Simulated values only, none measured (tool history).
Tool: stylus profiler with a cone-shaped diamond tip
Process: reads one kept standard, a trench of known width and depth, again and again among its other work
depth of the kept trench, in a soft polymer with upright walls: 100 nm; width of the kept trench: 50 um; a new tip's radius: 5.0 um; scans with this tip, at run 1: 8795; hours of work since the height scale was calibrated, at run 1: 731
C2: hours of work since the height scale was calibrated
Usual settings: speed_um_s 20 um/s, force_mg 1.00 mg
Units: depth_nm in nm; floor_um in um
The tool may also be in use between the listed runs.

run 1 day=0.000 | speed_um_s=20 force_mg=1.00 | scans_with_this_tip=8795 C2=731 | depth_nm=100.65 floor_um=46.31
run 2 day=1.833 | speed_um_s=20 force_mg=1.00 | scans_with_this_tip=9007 C2=749 | depth_nm=100.66 floor_um=46.26
-- day=2.975 new tip fitted, height scale calibrated
run 3 day=3.271 | speed_um_s=6 force_mg=1.00 | scans_with_this_tip=35 C2=3 | depth_nm=100.44 floor_um=47.98
run 4 day=4.988 | speed_um_s=20 force_mg=2.52 | scans_with_this_tip=234 C2=19 | depth_nm=100.86 floor_um=47.85
run 5 day=6.617 | speed_um_s=20 force_mg=1.00 | scans_with_this_tip=422 C2=35 | depth_nm=100.42 floor_um=47.79
run 6 day=7.762 | speed_um_s=20 force_mg=1.00 | scans_with_this_tip=555 C2=46 | depth_nm=100.47 floor_um=47.79
run 7 day=9.829 | speed_um_s=20 force_mg=1.00 | scans_with_this_tip=794 C2=66 | depth_nm=100.47 floor_um=47.71
run 8 day=11.442 | speed_um_s=20 force_mg=1.00 | scans_with_this_tip=981 C2=82 | depth_nm=100.43 floor_um=47.71
run 9 day=12.733 | speed_um_s=20 force_mg=1.00 | scans_with_this_tip=1130 C2=94 | depth_nm=100.43 floor_um=47.66
run 10 day=14.796 | speed_um_s=20 force_mg=1.00 | scans_with_this_tip=1369 C2=114 | depth_nm=100.43 floor_um=47.66
-- day=14.933 height scale calibrated on a step standard
run 11 day=16.533 | speed_um_s=20 force_mg=1.00 | scans_with_this_tip=1568 C2=15 | depth_nm=100.42 floor_um=47.55
run 12 day=18.025 | speed_um_s=20 force_mg=1.00 | scans_with_this_tip=1741 C2=30 | depth_nm=100.42 floor_um=47.55
run 13 day=19.575 | speed_um_s=20 force_mg=1.00 | scans_with_this_tip=1920 C2=45 | depth_nm=100.45 floor_um=47.50
run 14 day=20.767 | speed_um_s=20 force_mg=1.00 | scans_with_this_tip=2058 C2=56 | depth_nm=100.42 floor_um=47.48
run 15 day=21.679 | speed_um_s=71 force_mg=1.38 | scans_with_this_tip=2164 C2=65 | depth_nm=100.59 floor_um=47.31
run 16 day=23.808 | speed_um_s=29 force_mg=2.33 | scans_with_this_tip=2411 C2=85 | depth_nm=100.82 floor_um=47.37
run 17 day=26.004 | speed_um_s=25 force_mg=0.75 | scans_with_this_tip=2665 C2=107 | depth_nm=100.39 floor_um=47.41
-- day=26.929 height scale calibrated on a step standard, once more
run 18 day=27.754 | speed_um_s=20 force_mg=1.15 | scans_with_this_tip=2865 C2=8 | depth_nm=100.49 floor_um=47.34
run 19 day=29.729 | speed_um_s=20 force_mg=0.67 | scans_with_this_tip=3094 C2=27 | depth_nm=100.30 floor_um=47.27
run 20 day=30.817 | speed_um_s=20 force_mg=0.67 | scans_with_this_tip=3220 C2=37 | depth_nm=100.38 floor_um=47.24
run 21 day=32.538 | speed_um_s=14 force_mg=1.86 | scans_with_this_tip=3419 C2=54 | depth_nm=100.70 floor_um=47.27
run 22 day=33.804 | speed_um_s=14 force_mg=1.86 | scans_with_this_tip=3566 C2=66 | depth_nm=100.65 floor_um=47.18
run 23 day=35.762 | speed_um_s=14 force_mg=1.86 | scans_with_this_tip=3792 C2=85 | depth_nm=100.75 floor_um=47.20
run 24 day=37.458 | speed_um_s=24 force_mg=0.87 | scans_with_this_tip=3989 C2=101 | depth_nm=100.39 floor_um=47.08
run 25 day=38.842 | speed_um_s=13 force_mg=0.81 | scans_with_this_tip=4149 C2=115 | depth_nm=100.35 floor_um=47.15

Hidden state or all else? Some run-to-run changes of depth_nm, split into what the settings, what came in and random variation would give without the hidden state, and what is left for the hidden state (with any gauge scatter that isn't in both results):
The hidden state here: radius of the tip, um; height scale over the true one, %; drift of the gauge itself on depth_nm, %; drift of the gauge itself on floor_um, %.
Run 2 -> 3: speed_um_s 20 -> 6, new tip fitted, height scale calibrated. depth_nm -0.22 nm: hidden state -0.26, all else +0.04.
Run 4 -> 5: force_mg 2.52 -> 1.00. depth_nm -0.44 nm: hidden state +0.01, all else -0.45.
Run 10 -> 11: height scale calibrated on a step standard. depth_nm -0.01 nm: hidden state -0.02, all else +0.01.
Run 16 -> 17: speed_um_s 29 -> 25, force_mg 2.33 -> 0.75. depth_nm -0.43 nm: hidden state +0.00, all else -0.43.
